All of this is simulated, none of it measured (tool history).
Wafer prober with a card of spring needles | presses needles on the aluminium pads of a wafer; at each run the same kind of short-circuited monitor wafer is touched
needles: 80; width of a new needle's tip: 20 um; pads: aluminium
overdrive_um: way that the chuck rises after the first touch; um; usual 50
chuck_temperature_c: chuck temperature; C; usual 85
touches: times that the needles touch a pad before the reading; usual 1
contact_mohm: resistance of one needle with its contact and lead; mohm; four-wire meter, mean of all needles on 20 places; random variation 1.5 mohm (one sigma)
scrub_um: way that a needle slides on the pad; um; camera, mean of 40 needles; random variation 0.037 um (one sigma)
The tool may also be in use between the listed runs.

{"run": 1, "hour": 0.0, "overdrive_um": 50, "chuck_temperature_c": 85, "touches": 1, "contact_mohm": 162, "scrub_um": 9.15}
{"run": 2, "hour": 8.6, "overdrive_um": 50, "chuck_temperature_c": 85, "touches": 1, "contact_mohm": 224, "scrub_um": 9.16}
{"run": 3, "hour": 16.7, "overdrive_um": 50, "chuck_temperature_c": 85, "touches": 1, "contact_mohm": 260, "scrub_um": 9.15}
{"hour": 23.8, "done": "tips cleaned on abrasive film"}
{"run": 4, "hour": 26.4, "overdrive_um": 50, "chuck_temperature_c": 26, "touches": 1, "contact_mohm": 182, "scrub_um": 9.22}
{"run": 5, "hour": 34.4, "overdrive_um": 50, "chuck_temperature_c": 85, "touches": 1, "contact_mohm": 242, "scrub_um": 9.24}
{"run": 6, "hour": 41.8, "overdrive_um": 50, "chuck_temperature_c": 97, "touches": 1, "contact_mohm": 268, "scrub_um": 9.24}
{"hour": 47.8, "done": "tips cleaned on abrasive film"}
{"run": 7, "hour": 50.4, "overdrive_um": 50, "chuck_temperature_c": 97, "touches": 1, "contact_mohm": 187, "scrub_um": 9.17}
{"run": 8, "hour": 54.5, "overdrive_um": 50, "chuck_temperature_c": 97, "touches": 2, "contact_mohm": 189, "scrub_um": 9.15}
{"run": 9, "hour": 61.3, "overdrive_um": 50, "chuck_temperature_c": 85, "touches": 1, "contact_mohm": 253, "scrub_um": 9.17}
{"run": 10, "hour": 66.5, "overdrive_um": 50, "chuck_temperature_c": 85, "touches": 1, "contact_mohm": 267, "scrub_um": 9.13}
{"hour": 71.7, "done": "tips cleaned on abrasive film"}
{"run": 11, "hour": 74.6, "overdrive_um": 37, "chuck_temperature_c": 85, "touches": 1, "contact_mohm": 228, "scrub_um": 6.63}
{"run": 12, "hour": 79.1, "overdrive_um": 37, "chuck_temperature_c": 85, "touches": 1, "contact_mohm": 286, "scrub_um": 6.76}
{"run": 13, "hour": 84.2, "overdrive_um": 37, "chuck_temperature_c": 85, "touches": 1, "contact_mohm": 332, "scrub_um": 6.7}
{"run": 14, "hour": 92.3, "overdrive_um": 37, "chuck_temperature_c": 85, "touches": 1, "contact_mohm": 387, "scrub_um": 6.71}
{"hour": 96.1, "done": "tips cleaned on abrasive film"}
{"run": 15, "hour": 98.5, "overdrive_um": 37, "chuck_temperature_c": 85, "touches": 1, "contact_mohm": 217, "scrub_um": 6.76}
{"run": 16, "hour": 102.8, "overdrive_um": 66, "chuck_temperature_c": 74, "touches": 3, "contact_mohm": 151, "scrub_um": 12.1}
{"run": 17, "hour": 109.4, "overdrive_um": 40, "chuck_temperature_c": 121, "touches": 1, "contact_mohm": 305, "scrub_um": 7.3}
{"run": 18, "hour": 114.2, "overdrive_um": 40, "chuck_temperature_c": 121, "touches": 1, "contact_mohm": 337, "scrub_um": 7.33}
{"run": 19, "hour": 118.8, "overdrive_um": 60, "chuck_temperature_c": 121, "touches": 2, "contact_mohm": 205, "scrub_um": 10.96}
{"hour": 120.5, "done": "tips cleaned on abrasive film"}
{"run": 20, "hour": 126.3, "overdrive_um": 50, "chuck_temperature_c": 85, "touches": 1, "contact_mohm": 207, "scrub_um": 9.1}
{"run": 21, "hour": 134.0, "overdrive_um": 50, "chuck_temperature_c": 85, "touches": 1, "contact_mohm": 252, "scrub_um": 9.15}
{"run": 22, "hour": 140.5, "overdrive_um": 55, "chuck_temperature_c": 39, "touches": 1, "contact_mohm": 256, "scrub_um": 10.06}
{"hour": 144.5, "done": "tips cleaned on abrasive film"}
{"run": 23, "hour": 149.6, "overdrive_um": 44, "chuck_temperature_c": 89, "touches": 1, "contact_mohm": 221, "scrub_um": 7.98}
{"run": 24, "hour": 154.4, "overdrive_um": 32, "chuck_temperature_c": 85, "touches": 1, "contact_mohm": 365, "scrub_um": 5.81}
{"run": 25, "hour": 159.8, "overdrive_um": 36, "chuck_temperature_c": 97, "touches": 1, "contact_mohm": 366, "scrub_um": 6.59}
{"run": 26, "hour": 166.9, "overdrive_um": 50, "chuck_temperature_c": 85, "touches": 1, "contact_mohm": 285, "scrub_um": 9.15}
{"hour": 168.4, "done": "tips cleaned on abrasive film"}
{"run": 27, "hour": 173.8, "overdrive_um": 38, "chuck_temperature_c": 85, "touches": 1, "contact_mohm": 255, "scrub_um": 6.92}
{"run": 28, "hour": 180.0, "overdrive_um": 65, "chuck_temperature_c": 25, "touches": 3, "contact_mohm": 156, "scrub_um": 11.94}
{"run": 29, "hour": 188.8, "overdrive_um": 65, "chuck_temperature_c": 25, "touches": 3, "contact_mohm": 161, "scrub_um": 11.95}
{"hour": 192.7, "done": "tips cleaned on abrasive film"}
{"run": 30, "hour": 193.5, "overdrive_um": 58, "chuck_temperature_c": 78, "touches": 3, "contact_mohm": 147, "scrub_um": 10.54}

Forecast each of these 4 alternatives for the next run:
{"run": "A", "hour": 199.9, "overdrive_um": 36, "chuck_temperature_c": 85, "touches": 1, "contact_mohm": "?", "scrub_um": "?"}
{"run": "B", "hour": 199.9, "overdrive_um": 48, "chuck_temperature_c": 85, "touches": 1, "contact_mohm": "?", "scrub_um": "?"}
{"run": "C", "hour": 199.9, "overdrive_um": 58, "chuck_temperature_c": 78, "touches": 2, "contact_mohm": "?", "scrub_um": "?"}
{"run": "D", "hour": 199.9, "overdrive_um": 51, "chuck_temperature_c": 36, "touches": 1, "contact_mohm": "?", "scrub_um": "?"}

run=A contact_mohm=289 scrub_um=6.44
run=B contact_mohm=225 scrub_um=8.77
run=C contact_mohm=178 scrub_um=10.54
run=D contact_mohm=211 scrub_um=9.30
Without the tool's hidden state the same runs would have given:
run=A contact_mohm=157 scrub_um=6.57
run=B contact_mohm=148 scrub_um=8.89
run=C contact_mohm=145 scrub_um=10.66
run=D contact_mohm=137 scrub_um=9.42

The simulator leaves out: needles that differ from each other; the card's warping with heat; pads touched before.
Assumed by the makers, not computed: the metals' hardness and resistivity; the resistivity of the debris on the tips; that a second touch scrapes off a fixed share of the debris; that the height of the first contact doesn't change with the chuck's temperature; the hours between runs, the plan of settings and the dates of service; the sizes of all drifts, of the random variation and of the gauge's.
